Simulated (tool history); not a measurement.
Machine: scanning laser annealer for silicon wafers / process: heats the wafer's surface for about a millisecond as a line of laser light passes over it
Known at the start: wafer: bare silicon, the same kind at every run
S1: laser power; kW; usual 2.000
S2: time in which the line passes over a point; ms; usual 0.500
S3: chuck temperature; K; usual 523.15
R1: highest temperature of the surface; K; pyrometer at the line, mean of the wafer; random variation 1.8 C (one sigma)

| run | day | S1 | S2 | S3 | R1 |
|---|---|---|---|---|---|
| 1 | 0.000 | 2.000 | 0.500 | 523.15 | 1263.15 |
| 2 | 0.588 | 2.000 | 0.500 | 523.15 | 1266.15 |
| 3 | 1.183 | 2.050 | 0.500 | 523.15 | 1289.15 |
| 4 | 1.904 | 2.000 | 0.470 | 523.15 | 1237.15 |
| 5 | 2.571 | 2.000 | 0.470 | 498.15 | 1216.15 |
| 6 | 3.254 | 2.000 | 0.470 | 498.15 | 1213.15 |
| 7 | 3.729 | 1.723 | 0.470 | 498.15 | 1092.15 |
| 8 | 4.388 | 1.723 | 0.470 | 498.15 | 1092.15 |
| 9 | 5.133 | 1.723 | 0.438 | 498.15 | 1072.15 |
| 10 | 5.812 | 1.723 | 0.438 | 498.15 | 1072.15 |
| 11 | 6.558 | 1.723 | 0.438 | 498.15 | 1071.15 |
| 12 | 7.292 | 1.910 | 0.500 | 523.15 | 1216.15 |
| 13 | 7.762 | 1.910 | 0.500 | 523.15 | 1214.15 |
| 14 | 8.133 | 2.097 | 0.500 | 523.15 | 1302.15 |
| 15 | 8.938 | 2.097 | 0.500 | 523.15 | 1304.15 |
| 16 | 9.367 | 2.121 | 0.493 | 523.15 | 1309.15 |
| 17 | 9.708 | 1.705 | 0.377 | 540.15 | 1063.15 |
| 18 | 10.192 | 1.864 | 0.430 | 531.15 | 1158.15 |
| 19 | 10.908 | 2.124 | 0.387 | 563.15 | 1265.15 |
| 20 | 11.288 | 2.147 | 0.500 | 523.15 | 1323.15 |
| 21 | 11.938 | 2.000 | 0.442 | 505.15 | 1195.15 |
| 22 | 12.404 | 2.000 | 0.422 | 523.15 | 1198.15 |
| 23 | 13.058 | 2.000 | 0.422 | 523.15 | 1198.15 |
| 24 | 13.429 | 1.837 | 0.459 | 521.15 | 1148.15 |
| 25 | 14.208 | 1.837 | 0.459 | 521.15 | 1148.15 |
| 26 | 14.842 | 1.837 | 0.459 | 521.15 | 1151.15 |

3 options for the next run, each taken on its own from the tool as it stands now. Forecast them:
| A | 15.579 | 1.712 | 0.466 | 553.15 | ? |
| B | 15.579 | 1.982 | 0.459 | 521.15 | ? |
| C | 15.579 | 2.046 | 0.533 | 496.15 | ? |

| run | R1 |
|---|---|
| A | 1131.15 |
| B | 1214.15 |
| C | 1265.15 |
Stripped of hidden state, with their random variation kept, the same runs would have yielded:
| run | R1 |
|---|---|
| A | 1159.15 |
| B | 1248.15 |
| C | 1302.15 |
